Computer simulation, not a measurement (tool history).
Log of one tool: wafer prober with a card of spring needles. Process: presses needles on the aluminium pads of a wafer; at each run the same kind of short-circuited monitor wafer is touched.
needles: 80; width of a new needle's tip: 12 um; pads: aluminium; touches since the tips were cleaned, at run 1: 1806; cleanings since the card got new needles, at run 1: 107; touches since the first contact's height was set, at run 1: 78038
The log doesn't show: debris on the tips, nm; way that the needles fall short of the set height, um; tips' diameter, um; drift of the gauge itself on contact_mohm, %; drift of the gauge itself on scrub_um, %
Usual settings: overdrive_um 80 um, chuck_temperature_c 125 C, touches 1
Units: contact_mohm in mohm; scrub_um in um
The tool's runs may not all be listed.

| run | day | overdrive_um | chuck_temperature_c | touches | touches since the tips were cleaned | cleanings since the card got new needles | touches since the first contact's height was set | contact_mohm | scrub_um |
|---|---|---|---|---|---|---|---|---|---|
| 1 | 0 | 80 | 125 | 1 | 1806 | 107 | 78038 | 265 | 15.35 |
|  | 0.579 | tips cleaned on abrasive film |
|  | 1.492 | tips cleaned on abrasive film |
|  | 2.446 | tips cleaned on abrasive film |
| 2 | 2.921 | 80 | 125 | 1 | 2552 | 110 | 93720 | 263 | 15.34 |
|  | 3.279 | tips cleaned on abrasive film |
|  | 4.121 | tips cleaned on abrasive film |
|  | 5.021 | tips cleaned on abrasive film |
| 3 | 5.108 | 80 | 125 | 1 | 474 | 113 | 105448 | 254 | 15.29 |
|  | 5.312 | height of the first contact set anew |
|  | 5.892 | tips cleaned on abrasive film |
|  | 6.788 | tips cleaned on abrasive film |
|  | 7.725 | tips cleaned on abrasive film |
| 4 | 8.008 | 80 | 125 | 1 | 1529 | 116 | 14476 | 259 | 15.46 |
|  | 8.525 | tips cleaned on abrasive film |
|  | 9.404 | tips cleaned on abrasive film |
| 5 | 9.942 | 80 | 125 | 1 | 2896 | 118 | 24846 | 268 | 15.44 |
|  | 10.308 | tips cleaned on abrasive film |
|  | 11.129 | tips cleaned on abrasive film |
|  | 11.925 | tips cleaned on abrasive film |
| 6 | 12.012 | 80 | 125 | 1 | 474 | 121 | 35936 | 254 | 15.44 |
|  | 12.733 | tips cleaned on abrasive film |
|  | 13.642 | tips cleaned on abrasive film |
|  | 14.533 | tips cleaned on abrasive film |
| 7 | 14.821 | 80 | 125 | 1 | 1549 | 124 | 51022 | 261 | 15.38 |
|  | 15.367 | tips cleaned on abrasive film |
|  | 16.304 | tips cleaned on abrasive film |
|  | 17.188 | tips cleaned on abrasive film |
| 8 | 17.567 | 80 | 125 | 1 | 2036 | 127 | 65743 | 262 | 15.35 |
|  | 18.133 | tips cleaned on abrasive film |
|  | 19.054 | tips cleaned on abrasive film |
|  | 19.971 | tips cleaned on abrasive film |
| 9 | 20.383 | 80 | 125 | 1 | 2212 | 130 | 80868 | 264 | 15.35 |
|  | 20.771 | tips cleaned on abrasive film |
|  | 21.679 | tips cleaned on abrasive film |
|  | 22.571 | tips cleaned on abrasive film |
| 10 | 22.571 | 80 | 125 | 1 | 0 | 133 | 92609 | 254 | 15.32 |
|  | 23.471 | tips cleaned on abrasive film |
|  | 24.275 | tips cleaned on abrasive film |
| 11 | 24.275 | 80 | 125 | 1 | 0 | 135 | 101738 | 254 | 15.29 |
|  | 25.171 | tips cleaned on abrasive film |
|  | 25.183 | height of the first contact set anew |
| 12 | 25.692 | 80 | 125 | 1 | 2751 | 136 | 2751 | 270 | 15.53 |
|  | 26.071 | tips cleaned on abrasive film |
|  | 26.988 | tips cleaned on abrasive film |
| 13 | 27.679 | 70 | 125 | 1 | 3741 | 138 | 13417 | 279 | 13.57 |
|  | 27.854 | tips cleaned on abrasive film |
|  | 28.667 | tips cleaned on abrasive film |
|  | 29.546 | tips cleaned on abrasive film |
|  | 30.383 | tips cleaned on abrasive film |
| 14 | 30.383 | 80 | 125 | 2 | 0 | 142 | 27908 | 255 | 15.45 |
|  | 31.238 | tips cleaned on abrasive film |
|  | 32.108 | tips cleaned on abrasive film |
|  | 32.954 | tips cleaned on abrasive film |
| 15 | 33.275 | 75 | 112 | 2 | 1732 | 145 | 43424 | 256 | 14.45 |
|  | 33.833 | tips cleaned on abrasive film |
|  | 34.688 | tips cleaned on abrasive film |
| 16 | 34.804 | 80 | 43 | 1 | 629 | 147 | 51631 | 232 | 15.41 |
|  | 35.546 | tips cleaned on abrasive film |
| 17 | 36.283 | 96 | 43 | 3 | 3987 | 148 | 59582 | 237 | 18.48 |
|  | 36.446 | tips cleaned on abrasive film |
|  | 37.242 | tips cleaned on abrasive film |
|  | 38.008 | tips cleaned on abrasive film |
| 18 | 38.642 | 96 | 31 | 3 | 3414 | 151 | 72228 | 234 | 18.46 |
|  | 38.838 | tips cleaned on abrasive film |
|  | 39.738 | tips cleaned on abrasive film |
| 19 | 40.012 | 76 | 125 | 2 | 1481 | 153 | 79566 | 259 | 14.56 |
|  | 40.529 | tips cleaned on abrasive film |
| 20 | 41.242 | 80 | 75 | 1 | 3839 | 154 | 86175 | 262 | 15.35 |
|  | 41.412 | tips cleaned on abrasive film |
|  | 42.179 | tips cleaned on abrasive film |
|  | 43.029 | tips cleaned on abrasive film |
|  | 43.938 | tips cleaned on abrasive film |
| 21 | 44.146 | 80 | 125 | 2 | 1131 | 158 | 101740 | 256 | 15.27 |
|  | 44.758 | tips cleaned on abrasive film |
|  | 44.942 | height of the first contact set anew |
| 22 | 45.479 | 80 | 125 | 2 | 3811 | 159 | 2892 | 264 | 15.53 |

The next listed run, before its measurement:
|  | 45.608 | tips cleaned on abrasive film |
|  | 46.521 | tips cleaned on abrasive film |
|  | 47.35 | tips cleaned on abrasive film |
| 23 | 47.35 | 66 | 93 | 1 | 0 | 162 | 12913 | ? | ? |

Run 23 gave contact_mohm 251 mohm, scrub_um 12.77 um.
Without the tool's hidden state the same run would have given contact_mohm 245 mohm, scrub_um 12.8 um.

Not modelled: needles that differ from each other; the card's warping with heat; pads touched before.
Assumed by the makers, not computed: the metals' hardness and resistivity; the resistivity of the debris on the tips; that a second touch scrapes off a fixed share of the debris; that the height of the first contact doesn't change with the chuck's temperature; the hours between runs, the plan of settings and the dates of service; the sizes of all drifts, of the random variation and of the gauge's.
